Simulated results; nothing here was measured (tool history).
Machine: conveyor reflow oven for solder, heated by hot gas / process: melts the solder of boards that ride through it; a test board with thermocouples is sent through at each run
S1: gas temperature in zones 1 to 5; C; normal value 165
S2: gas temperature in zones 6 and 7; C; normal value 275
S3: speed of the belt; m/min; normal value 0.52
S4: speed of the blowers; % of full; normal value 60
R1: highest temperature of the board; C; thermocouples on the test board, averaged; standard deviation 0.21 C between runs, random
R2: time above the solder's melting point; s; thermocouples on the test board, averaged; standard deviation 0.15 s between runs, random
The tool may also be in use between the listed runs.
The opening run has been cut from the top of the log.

| run | hour | S1 | S2 | S3 | S4 | R1 | R2 |
|---|---|---|---|---|---|---|---|
| 2 | 9.8 | 165 | 275 | 0.52 | 60 | 250.4 | 46.3 |
| 3 | 17.8 | 165 | 275 | 0.52 | 60 | 250.5 | 46.4 |
| 4 | 25.9 | 165 | 275 | 0.52 | 60 | 250.6 | 46.3 |
| 5 | 35.4 | 165 | 275 | 0.52 | 60 | 250.3 | 46.1 |
| 6 | 41.8 | 165 | 275 | 0.52 | 60 | 250.7 | 46.4 |
| 7 | 50 | 165 | 275 | 0.52 | 60 | 250.7 | 46.3 |
| 8 | 59.5 | 165 | 275 | 0.52 | 60 | 250.5 | 46.4 |
| 9 | 65.9 | 165 | 275 | 0.427 | 60 | 257.9 | 64.1 |
| 10 | 71.9 | 165 | 275 | 0.427 | 60 | 257.9 | 64 |
| 11 | 81.9 | 165 | 275 | 0.427 | 60 | 257.9 | 63.9 |
| 12 | 93 | 165 | 275 | 0.427 | 60 | 257.8 | 64.2 |
| 13 | 101.9 | 165 | 272 | 0.427 | 60 | 255.2 | 62.1 |
| 14 | 108.7 | 165 | 275 | 0.52 | 60 | 250.7 | 46.4 |
| 15 | 118.2 | 165 | 275 | 0.525 | 60 | 250.3 | 45.8 |
| 16 | 123.8 | 165 | 275 | 0.525 | 60 | 250.5 | 45.5 |
| 17 | 133.3 | 165 | 275 | 0.619 | 63 | 243.6 | 32.8 |
| 18 | 138.6 | 165 | 275 | 0.619 | 63 | 243.7 | 33.2 |

What will run 19 give?
| 19 | 148 | 165 | 278 | 0.619 | 63 | ? | ? |

{"run 19": {"R1": 246.1, "R2": 34.9}}
With the hidden condition absent and the run-to-run variation left alone, this run would have shown R1 246.3 C, R2 35 s.

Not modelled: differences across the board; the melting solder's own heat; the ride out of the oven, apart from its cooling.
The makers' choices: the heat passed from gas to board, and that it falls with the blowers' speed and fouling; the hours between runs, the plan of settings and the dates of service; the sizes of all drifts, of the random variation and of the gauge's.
